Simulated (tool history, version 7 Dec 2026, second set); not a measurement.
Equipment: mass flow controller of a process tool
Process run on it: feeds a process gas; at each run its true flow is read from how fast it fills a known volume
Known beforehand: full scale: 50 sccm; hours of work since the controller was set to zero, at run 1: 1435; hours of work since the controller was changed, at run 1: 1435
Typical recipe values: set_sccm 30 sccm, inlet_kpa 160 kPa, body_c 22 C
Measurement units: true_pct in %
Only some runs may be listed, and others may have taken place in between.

run     day  set_sccm  inlet_kpa  body_c  hours of work since the controller was set to zero  hours of work since the controller was changed  true_pct
  1       0        30        160      22                                                1435                                            1435     98.28
  2     1.4        30        160      22                                                1455                                            1455      98.1
  3   4.538        30        160      22                                                1498                                            1498     98.11
  4   6.429        30        160      22                                                1524                                            1524     98.34
  5   8.858        30        160      22                                                1558                                            1558     98.11
  6  10.621        30        160      22                                                1582                                            1582     98.27
  7  12.788        30        160      33                                                1612                                            1612      98.5
  8  14.288        30        160      28                                                1633                                            1633     98.35
  9  15.729        30        160      28                                                1653                                            1653      98.4
 10   17.95        30        160      28                                                1683                                            1683     98.33
 11  20.092        30        160      28                                                1713                                            1713     98.39
 12  21.908        30        160      28                                                1738                                            1738     98.37
 13   23.95        30        160      28                                                1766                                            1766     98.41
 14  26.671        30        160      28                                                1804                                            1804     98.11
 15  29.142        30        160      34                                                1838                                            1838     98.42
 16  30.775        30        160      34                                                1860                                            1860     98.42
 17  32.529        30        160      34                                                1885                                            1885     98.34
 18  34.775        18        259      22                                                1916                                            1916     98.07
 19  37.425        12        148      32                                                1952                                            1952      96.9
 20  38.792        12        274      23                                                1971                                            1971      97.4
 21  41.346        12        149      30                                                2006                                            2006     96.81
 22  44.304        12        149      30                                                2047                                            2047     96.77
 23  46.867        30        230      36                                                2083                                            2083     98.93
 24  49.033        15        241      38                                                2113                                            2113     97.97
 25  52.112        30        145      38                                                2155                                            2155     98.25
 26  54.471        30        180      28                                                2188                                            2188     98.29
 27  57.088        47        145      24                                                2224                                            2224     98.55
 28  58.367        32        223      21                                                2242                                            2242      98.4
 29  60.612        30        160      25                                                2273                                            2273     97.89
 30  63.225        30        160      25                                                2309                                            2309     97.96
 31  65.221        30        160      36                                                2336                                            2336     98.34

Below are 3 alternative next runs, each starting from the tool's condition after run 31. Predict each:
  A  67.612        10        160      36                                                2369                                            2369         ?
  B  67.612        30        166      36                                                2369                                            2369         ?
  C  67.612        11        160      36                                                2369                                            2369         ?

run  true_pct
  A     96.25
  B      98.4
  C     96.59
Stripped of hidden state, with their random variation kept, the same runs would have yielded:
run  true_pct
  A     98.97
  B      99.7
  C     99.12
